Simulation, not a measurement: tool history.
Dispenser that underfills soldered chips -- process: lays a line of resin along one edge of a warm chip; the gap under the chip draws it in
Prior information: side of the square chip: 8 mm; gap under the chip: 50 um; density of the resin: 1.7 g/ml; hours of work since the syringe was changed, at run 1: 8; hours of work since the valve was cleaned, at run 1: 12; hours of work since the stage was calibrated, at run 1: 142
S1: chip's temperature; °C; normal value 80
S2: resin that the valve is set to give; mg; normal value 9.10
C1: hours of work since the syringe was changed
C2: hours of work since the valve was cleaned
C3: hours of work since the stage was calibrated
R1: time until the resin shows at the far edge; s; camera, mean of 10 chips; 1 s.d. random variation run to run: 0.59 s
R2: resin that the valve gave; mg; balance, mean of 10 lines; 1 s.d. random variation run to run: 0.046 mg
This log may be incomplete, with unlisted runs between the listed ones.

run 1 day=0.000 | S1=80 S2=9.10 | C1=8 C2=12 C3=142 | R1=66.0 R2=9.06
-- day=0.033 new syringe of resin
run 2 day=0.233 | S1=80 S2=8.95 | C1=3 C2=15 C3=145 | R1=57.1 R2=8.90
run 3 day=0.429 | S1=80 S2=8.56 | C1=6 C2=18 C3=148 | R1=62.0 R2=8.55
-- day=0.604 new syringe of resin
run 4 day=0.896 | S1=80 S2=8.56 | C1=4 C2=24 C3=154 | R1=61.2 R2=8.38
-- day=1.167 new syringe of resin
run 5 day=1.233 | S1=80 S2=9.10 | C1=1 C2=29 C3=159 | R1=53.3 R2=8.97
run 6 day=1.558 | S1=80 S2=9.10 | C1=6 C2=34 C3=164 | R1=61.7 R2=8.89
-- day=1.725 new syringe of resin
run 7 day=1.896 | S1=80 S2=9.10 | C1=3 C2=39 C3=169 | R1=56.9 R2=8.97
-- day=2.283 new syringe of resin
run 8 day=2.367 | S1=70 S2=9.10 | C1=1 C2=45 C3=175 | R1=81.4 R2=8.83
run 9 day=2.604 | S1=70 S2=9.10 | C1=5 C2=49 C3=179 | R1=91.1 R2=8.85
-- day=2.846 new syringe of resin
run 10 day=2.921 | S1=88 S2=9.10 | C1=1 C2=53 C3=183 | R1=39.3 R2=8.82
run 11 day=3.333 | S1=88 S2=9.10 | C1=7 C2=59 C3=189 | R1=46.8 R2=8.71
-- day=3.408 new syringe of resin
run 12 day=3.592 | S1=88 S2=9.10 | C1=3 C2=63 C3=193 | R1=42.0 R2=8.80
-- day=3.958 new syringe of resin
run 13 day=4.058 | S1=88 S2=9.10 | C1=1 C2=69 C3=200 | R1=40.2 R2=8.68
run 14 day=4.412 | S1=88 S2=10.00 | C1=7 C2=75 C3=205 | R1=47.8 R2=9.43
-- day=4.521 new syringe of resin
run 15 day=4.788 | S1=88 S2=10.00 | C1=4 C2=80 C3=210 | R1=43.8 R2=9.48
-- day=5.092 new syringe of resin
run 16 day=5.092 | S1=80 S2=8.80 | C1=0 C2=84 C3=214 | R1=54.0 R2=8.33
run 17 day=5.529 | S1=69 S2=10.55 | C1=6 C2=90 C3=221 | R1=100.9 R2=9.89
-- day=5.646 new syringe of resin
run 18 day=5.771 | S1=86 S2=8.61 | C1=2 C2=94 C3=224 | R1=44.1 R2=8.06
run 19 day=6.017 | S1=80 S2=8.87 | C1=5 C2=97 C3=228 | R1=61.7 R2=8.36
-- day=6.208 new syringe of resin
-- day=6.492 dispensing valve cleaned and set on the balance
run 20 day=6.492 | S1=80 S2=8.87 | C1=4 C2=0 C3=234 | R1=58.8 R2=8.85
-- day=6.829 new syringe of resin
run 21 day=6.858 | S1=92 S2=9.64 | C1=0 C2=5 C3=239 | R1=33.6 R2=9.57
run 22 day=7.271 | S1=87 S2=9.24 | C1=6 C2=11 C3=245 | R1=49.1 R2=9.04
-- day=7.408 new syringe of resin
run 23 day=7.646 | S1=81 S2=7.75 | C1=3 C2=16 C3=250 | R1=59.0 R2=7.67
run 24 day=7.929 | S1=93 S2=11.77 | C1=8 C2=21 C3=254 | R1=40.4 R2=11.57
-- day=7.971 new syringe of resin
run 25 day=8.275 | S1=74 S2=8.23 | C1=4 C2=25 C3=259 | R1=79.2 R2=8.02
-- day=8.554 new syringe of resin
run 26 day=8.621 | S1=72 S2=8.84 | C1=1 C2=30 C3=264 | R1=75.4 R2=8.65
run 27 day=8.875 | S1=77 S2=11.65 | C1=5 C2=34 C3=268 | R1=69.3 R2=11.32
-- day=9.129 new syringe of resin
run 28 day=9.129 | S1=80 S2=8.10 | C1=0 C2=38 C3=271 | R1=54.1 R2=7.81
run 29 day=9.433 | S1=80 S2=8.10 | C1=4 C2=42 C3=276 | R1=62.2 R2=7.82

Pick out some run-to-run changes in R1. Of each, how much would a tool without hidden state show as well, from the settings, what came in and chance, and how much is left for the hidden state and any gauge scatter not in both results compared?
Hidden state present: resin's viscosity, % of fresh resin's; dose that the valve gives, % of what is set; true chip temperature over the reading, C; drift of the gauge itself on fill_s, %; drift of the gauge itself on given_mg, %.
Run 9 -> 10: S1 70 -> 88, new syringe of resin. R1 -51.8 s: hidden state -12.0, all else -39.8.
Run 16 -> 17: S1 80 -> 69, S2 8.80 -> 10.55. R1 +46.9 s: hidden state +18.6, all else +28.3.
Run 17 -> 18: S1 69 -> 86, S2 10.55 -> 8.61, new syringe of resin. R1 -56.8 s: hidden state -16.2, all else -40.6.
